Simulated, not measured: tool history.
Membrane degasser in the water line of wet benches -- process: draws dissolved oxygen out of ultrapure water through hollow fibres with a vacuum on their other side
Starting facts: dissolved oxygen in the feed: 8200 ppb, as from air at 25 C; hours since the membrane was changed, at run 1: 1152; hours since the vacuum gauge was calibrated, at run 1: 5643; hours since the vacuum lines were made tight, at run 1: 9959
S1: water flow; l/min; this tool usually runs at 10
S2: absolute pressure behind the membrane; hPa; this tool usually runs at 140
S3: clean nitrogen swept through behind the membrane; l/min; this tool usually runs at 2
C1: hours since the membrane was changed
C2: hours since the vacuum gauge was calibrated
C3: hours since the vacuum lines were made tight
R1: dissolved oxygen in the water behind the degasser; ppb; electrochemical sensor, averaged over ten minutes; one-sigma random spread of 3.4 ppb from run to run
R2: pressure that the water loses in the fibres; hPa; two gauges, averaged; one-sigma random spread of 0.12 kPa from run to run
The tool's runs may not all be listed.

{"run": 1, "hour": 0.0, "S1": 10, "S2": 140, "S3": 2, "C1": 1152, "C2": 5643, "C3": 9959, "R1": 422.1, "R2": 370.2}
{"run": 2, "hour": 35.9, "S1": 10, "S2": 140, "S3": 2, "C1": 1187, "C2": 5679, "C3": 9995, "R1": 425.7, "R2": 370.5}
{"run": 3, "hour": 101.4, "S1": 10, "S2": 140, "S3": 2, "C1": 1253, "C2": 5745, "C3": 10060, "R1": 427.9, "R2": 368.2}
{"run": 4, "hour": 134.3, "S1": 10, "S2": 140, "S3": 2, "C1": 1286, "C2": 5778, "C3": 10093, "R1": 427, "R2": 371.2}
{"run": 5, "hour": 180.4, "S1": 10, "S2": 140, "S3": 2, "C1": 1332, "C2": 5824, "C3": 10139, "R1": 426.6, "R2": 369.1}
{"hour": 190.9, "done": "vacuum gauge calibrated"}
{"run": 6, "hour": 226.3, "S1": 10, "S2": 140, "S3": 2, "C1": 1377, "C2": 35, "C3": 10185, "R1": 423.6, "R2": 370.8}
{"run": 7, "hour": 287.5, "S1": 10, "S2": 140, "S3": 4.45, "C1": 1439, "C2": 97, "C3": 10246, "R1": 363.3, "R2": 370.2}
{"run": 8, "hour": 339.9, "S1": 10, "S2": 140, "S3": 4.45, "C1": 1491, "C2": 149, "C3": 10298, "R1": 359.8, "R2": 371}
{"run": 9, "hour": 391.3, "S1": 10, "S2": 140, "S3": 4.45, "C1": 1542, "C2": 200, "C3": 10350, "R1": 357.4, "R2": 369.5}
{"run": 10, "hour": 442.6, "S1": 8, "S2": 140, "S3": 4.45, "C1": 1594, "C2": 252, "C3": 10401, "R1": 285.6, "R2": 297}
{"run": 11, "hour": 502.2, "S1": 10, "S2": 140, "S3": 2, "C1": 1653, "C2": 311, "C3": 10461, "R1": 422.6, "R2": 371.7}
{"run": 12, "hour": 547.8, "S1": 10, "S2": 140, "S3": 1.27, "C1": 1699, "C2": 357, "C3": 10506, "R1": 486.9, "R2": 369.7}
{"run": 13, "hour": 576.8, "S1": 10, "S2": 140, "S3": 2, "C1": 1728, "C2": 386, "C3": 10535, "R1": 426.1, "R2": 370.9}
{"run": 14, "hour": 611.7, "S1": 10, "S2": 140, "S3": 2, "C1": 1763, "C2": 421, "C3": 10570, "R1": 422.8, "R2": 370.1}
{"run": 15, "hour": 640.6, "S1": 10, "S2": 140, "S3": 2, "C1": 1792, "C2": 450, "C3": 10599, "R1": 420.6, "R2": 370}
{"run": 16, "hour": 667.2, "S1": 13, "S2": 173, "S3": 2.28, "C1": 1818, "C2": 476, "C3": 10626, "R1": 572.1, "R2": 479.4}
{"run": 17, "hour": 720.9, "S1": 13, "S2": 173, "S3": 2.28, "C1": 1872, "C2": 530, "C3": 10679, "R1": 570.7, "R2": 479.7}
{"run": 18, "hour": 759.8, "S1": 10, "S2": 140, "S3": 2, "C1": 1911, "C2": 569, "C3": 10718, "R1": 420.3, "R2": 368}
{"run": 19, "hour": 824.3, "S1": 10, "S2": 140, "S3": 2, "C1": 1975, "C2": 633, "C3": 10783, "R1": 426.9, "R2": 369.8}
{"run": 20, "hour": 871.1, "S1": 10, "S2": 297, "S3": 2, "C1": 2022, "C2": 680, "C3": 10830, "R1": 596.7, "R2": 371.5}
{"run": 21, "hour": 914.3, "S1": 10, "S2": 297, "S3": 2, "C1": 2065, "C2": 723, "C3": 10873, "R1": 601.2, "R2": 371.7}
{"run": 22, "hour": 957.8, "S1": 10, "S2": 140, "S3": 4.43, "C1": 2109, "C2": 767, "C3": 10916, "R1": 361.8, "R2": 369.5}
{"run": 23, "hour": 1007.9, "S1": 9, "S2": 114, "S3": 1.36, "C1": 2159, "C2": 817, "C3": 10966, "R1": 393.1, "R2": 333.2}
{"run": 24, "hour": 1039.4, "S1": 15, "S2": 114, "S3": 2.63, "C1": 2190, "C2": 849, "C3": 10998, "R1": 549.3, "R2": 557.1}
{"run": 25, "hour": 1067.7, "S1": 10, "S2": 140, "S3": 1.89, "C1": 2219, "C2": 877, "C3": 11026, "R1": 433.2, "R2": 368.2}
{"run": 26, "hour": 1102.1, "S1": 10, "S2": 140, "S3": 1.89, "C1": 2253, "C2": 911, "C3": 11061, "R1": 428.8, "R2": 371.6}
{"run": 27, "hour": 1140.0, "S1": 15, "S2": 140, "S3": 2.54, "C1": 2291, "C2": 949, "C3": 11099, "R1": 583.5, "R2": 553.4}
{"run": 28, "hour": 1169.0, "S1": 16, "S2": 99, "S3": 3.26, "C1": 2320, "C2": 978, "C3": 11128, "R1": 540.9, "R2": 592}
{"run": 29, "hour": 1197.6, "S1": 16, "S2": 99, "S3": 3.26, "C1": 2349, "C2": 1007, "C3": 11156, "R1": 546.7, "R2": 594.3}
{"run": 30, "hour": 1237.2, "S1": 16, "S2": 99, "S3": 0.82, "C1": 2388, "C2": 1046, "C3": 11196, "R1": 736, "R2": 588.1}

Alternative continuations, all from the tool just after run 30; predict every row:
{"run": "A", "hour": 1267.8, "S1": 11, "S2": 238, "S3": 3.42, "C1": 2419, "C2": 1077, "C3": 11226, "R1": "?", "R2": "?"}
{"run": "B", "hour": 1267.8, "S1": 10, "S2": 101, "S3": 2, "C1": 2419, "C2": 1077, "C3": 11226, "R1": "?", "R2": "?"}
{"run": "C", "hour": 1267.8, "S1": 10, "S2": 140, "S3": 2.71, "C1": 2419, "C2": 1077, "C3": 11226, "R1": "?", "R2": "?"}
{"run": "D", "hour": 1267.8, "S1": 16, "S2": 106, "S3": 0.82, "C1": 2419, "C2": 1077, "C3": 11226, "R1": "?", "R2": "?"}

run=A R1=476.3 R2=407.4
run=B R1=385.1 R2=368.8
run=C R1=395 R2=369.9
run=D R1=756.1 R2=589.7
Without the tool's unlogged condition, the same runs would have read:
run=A R1=476.1 R2=407.4
run=B R1=384.9 R2=368.8
run=C R1=394.9 R2=369.9
run=D R1=755.9 R2=589.6
